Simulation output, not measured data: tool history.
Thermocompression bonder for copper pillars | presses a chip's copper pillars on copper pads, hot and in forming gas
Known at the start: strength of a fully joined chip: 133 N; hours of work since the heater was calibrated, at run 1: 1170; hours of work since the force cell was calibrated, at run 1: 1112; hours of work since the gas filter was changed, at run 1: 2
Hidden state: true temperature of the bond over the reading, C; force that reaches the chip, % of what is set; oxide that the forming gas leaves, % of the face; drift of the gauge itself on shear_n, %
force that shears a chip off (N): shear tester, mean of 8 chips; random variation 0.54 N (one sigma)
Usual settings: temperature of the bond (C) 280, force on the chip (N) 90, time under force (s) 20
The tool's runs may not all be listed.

run     day  temperature of the bond (C)  force on the chip (N)  time under force (s)  hours of work since the heater was calibrated  hours of work since the force cell was calibrated  hours of work since the gas filter was changed  force that shears a chip off (N)
  1   0.000                          280                     90                    20                                           1170                                               1112                                               2                              70.7
  2   1.121                          280                     90                    20                                           1188                                               1131                                              21                              72.0
  3   2.900                          280                     64                    20                                           1218                                               1160                                              51                              59.0
  4   4.162                          280                     64                    20                                           1239                                               1181                                              72                              59.1
  5   5.450                          280                     90                    20                                           1261                                               1203                                              93                              71.2
  6   6.262                          280                     90                    20                                           1274                                               1216                                             107                              71.8
      7.142  -- forming gas filter changed
  7   7.188                          280                     90                    20                                           1289                                               1231                                               1                              72.5
  8   8.483                          280                     90                    20                                           1311                                               1253                                              22                              71.9
  9   9.629                          251                     90                    20                                           1330                                               1272                                              41                              46.8
 10  11.212                          268                     90                    20                                           1356                                               1299                                              68                              60.6
 11  12.646                          268                     90                    20                                           1380                                               1322                                              92                              60.7
     14.396  -- forming gas filter changed
 12  14.604                          268                     90                    15                                           1413                                               1355                                               3                              55.1
 13  16.479                          280                     90                    20                                           1444                                               1386                                              35                              72.9
 14  17.717                          280                     90                    20                                           1465                                               1407                                              55                              71.4
 15  19.383                          280                     90                    20                                           1492                                               1434                                              83                              71.7
 16  20.554                          288                     90                    20                                           1512                                               1454                                             103                              78.4
     21.779  -- forming gas filter changed
 17  22.296                          276                     56                    38                                           1541                                               1483                                               9                              66.1
 18  23.408                          308                    113                    38                                           1559                                               1501                                              27                             116.7
 19  25.312                          264                     90                    20                                           1591                                               1533                                              59                              57.1
 20  26.454                          304                     90                    20                                           1610                                               1552                                              78                              92.8
 21  27.892                          304                     90                    20                                           1634                                               1576                                             102                              92.9
     29.021  -- forming gas filter changed
 22  29.179                          280                     90                    33                                           1655                                               1597                                               3                              83.7
 23  30.792                          280                     90                    33                                           1682                                               1624                                              30                              83.6
 24  32.371                          306                     90                    21                                           1708                                               1650                                              56                              96.6
     33.250  -- heater calibrated with a thermocouple chip
 25  33.925                          273                     86                    12                                             11                                               1675                                              80                              52.5
 26  35.821                          276                    129                    15                                             43                                               1707                                             112                              74.8
     36.358  -- forming gas filter changed
 27  37.446                          252                    126                    20                                             70                                               1733                                              18                              58.7
 28  38.979                          290                    126                    22                                             95                                               1759                                              44                              97.2
 29  39.900                          290                    126                    22                                            111                                               1774                                              59                              96.1
 30  40.979                          290                    126                    22                                            129                                               1792                                              77                              95.7

5 ways to go on from here, each from the tool as it stands after run 30. What would each give?
     41.450  -- force cell calibrated
  A  42.371                          282                     90                    20                                            151                                                 15                                              99                                 ?
     41.450  -- force cell calibrated
  B  42.371                          310                     90                    32                                            151                                                 15                                              99                                 ?
     41.450  -- force cell calibrated
  C  42.371                          280                    113                    20                                            151                                                 15                                              99                                 ?
     41.450  -- force cell calibrated
  D  42.371                          274                     74                    11                                            151                                                 15                                              99                                 ?
     41.450  -- force cell calibrated
  E  42.371                          290                     87                    22                                            151                                                 15                                              99                                 ?

run  force that shears a chip off (N)
  A                              75.0
  B                             107.4
  C                              80.2
  D                              47.0
  E                              82.8
Without the tool's hidden state the same runs would have given:
run  force that shears a chip off (N)
  A                              75.1
  B                             107.5
  C                              80.3
  D                              47.0
  E                              82.9
